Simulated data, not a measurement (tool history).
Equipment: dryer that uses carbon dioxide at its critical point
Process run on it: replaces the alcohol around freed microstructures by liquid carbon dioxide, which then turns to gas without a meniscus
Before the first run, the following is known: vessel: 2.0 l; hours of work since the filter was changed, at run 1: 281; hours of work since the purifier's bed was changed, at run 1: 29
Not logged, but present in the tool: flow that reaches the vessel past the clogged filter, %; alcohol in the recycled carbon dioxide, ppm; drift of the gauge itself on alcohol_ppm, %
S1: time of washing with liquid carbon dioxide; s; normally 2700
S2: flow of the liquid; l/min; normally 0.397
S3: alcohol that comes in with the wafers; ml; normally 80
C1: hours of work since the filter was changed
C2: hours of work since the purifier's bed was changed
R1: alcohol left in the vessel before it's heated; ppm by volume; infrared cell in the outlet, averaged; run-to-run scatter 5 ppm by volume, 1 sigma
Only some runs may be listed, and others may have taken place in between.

run	day	S1	S2	S3	C1	C2	R1
1	0.000	2700	0.397	80	281	29	24
2	0.504	2700	0.397	80	285	33	34
3	0.812	2700	0.397	80	288	35	33
4	1.162	2700	0.397	80	291	38	35
5	1.608	2760	0.397	80	294	41	36
6	2.017	2700	0.397	95	297	45	44
7	2.596	2700	0.397	80	302	49	37
8	3.300	2700	0.397	80	308	55	39
9	3.812	2700	0.397	80	312	59	41
10	4.392	2220	0.397	80	316	63	113
11	4.717	2220	0.397	80	319	66	121
12	5.067	2460	0.397	38	322	69	39
13	5.583	2460	0.397	38	326	73	49
14	6.042	1860	0.543	80	329	76	52
15	6.604	3540	0.397	80	334	81	25
16	7.221	3540	0.397	41	339	86	14
17	7.908	1800	0.397	50	344	91	206

Predict each of these 3 candidate next runs independently; none follows another, all start after run 17:
A	8.329	1800	0.397	53	347	95	?
B	8.329	2340	0.397	23	347	95	?
C	8.329	3420	0.397	97	347	95	?

run	R1
A	218
B	39
C	30
Take away the tool's hidden state, keep each run's random variation, and the runs would have read:
run	R1
A	135
B	13
C	10
